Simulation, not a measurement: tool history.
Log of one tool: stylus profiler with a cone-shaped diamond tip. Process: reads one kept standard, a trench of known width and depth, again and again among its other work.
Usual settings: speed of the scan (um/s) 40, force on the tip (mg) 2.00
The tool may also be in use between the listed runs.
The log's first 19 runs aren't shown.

run	hour	speed of the scan (um/s)	force on the tip (mg)	depth of the trench (angstrom)	width of the trench's floor (nm)
20	915.0	29	4.16	10075.1	21610
21	975.8	21	3.38	10058.0	21590
22	1033.8	21	1.86	10021.9	21540
23	1064.9	23	2.00	10027.9	21530
24	1114.9	39	2.38	10031.8	21510
# hour 1167.3: height scale calibrated on a step standard, once more
25	1168.5	39	2.38	10074.2	21450
26	1216.5	62	1.19	10047.0	21370
27	1276.9	33	1.91	10065.8	21340
28	1329.4	18	1.52	10051.3	21380
29	1361.3	47	1.79	10059.6	21270
30	1431.5	17	2.57	10076.7	21300
31	1486.1	17	2.57	10075.7	21270

5 ways to go on from here, each from the tool as it stands after run 31. What would each give?
A	1544.2	17	2.13	?	?
B	1544.2	23	4.10	?	?
C	1544.2	13	2.57	?	?
D	1544.2	12	1.44	?	?
E	1544.2	26	1.97	?	?

run	depth of the trench (angstrom)	width of the trench's floor (nm)
A	10061.4	21270
B	10106.6	21200
C	10074.3	21230
D	10051.4	21250
E	10059.2	21210
Without the tool's hidden state the same runs would have given:
run	depth of the trench (angstrom)	width of the trench's floor (nm)
A	10073.1	24000
B	10118.3	23940
C	10086.0	23960
D	10063.0	23990
E	10070.9	23940
